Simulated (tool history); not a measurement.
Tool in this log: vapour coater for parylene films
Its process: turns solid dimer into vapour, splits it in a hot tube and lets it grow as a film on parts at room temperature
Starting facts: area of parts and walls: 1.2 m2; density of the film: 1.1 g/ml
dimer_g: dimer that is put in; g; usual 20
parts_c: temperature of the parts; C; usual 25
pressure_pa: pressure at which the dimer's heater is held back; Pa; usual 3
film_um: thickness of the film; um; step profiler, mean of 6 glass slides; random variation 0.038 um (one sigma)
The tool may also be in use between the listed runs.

run,day,dimer_g,parts_c,pressure_pa,film_um
1,0,20,25,3,9.13
# day 1.317: trap's valve overhauled
2,1.962,20,25,3,9.16
3,3.738,32,25,3,14.61
4,5.85,32,25,3,14.59
5,8.162,32,25,3,14.47
6,10.917,32,25,3,14.66
7,12.375,32,25,3,14.54
8,13.925,32,25,3,14.6
9,16.45,14,25,3,6.41
10,18.029,15,25,3,6.81
11,19.533,15,25,3,6.76
# day 20.871: trap's valve overhauled
12,21.783,15,25,3,6.84
13,23.133,15,25,3,6.87
14,24.329,14,29,2.81,5.58
15,26.008,14,29,2.81,5.61
16,27.279,14,29,2.81,5.61
17,28.662,34,25,8,12.99
18,30.504,33,24,2.65,15.83

Run 19 comes next. What will it give?
19,31.658,33,24,2.65,?

{"run 19": {"film_um": 15.84}}
Without the tool's hidden state the same run would have given film_um 15.86 um.
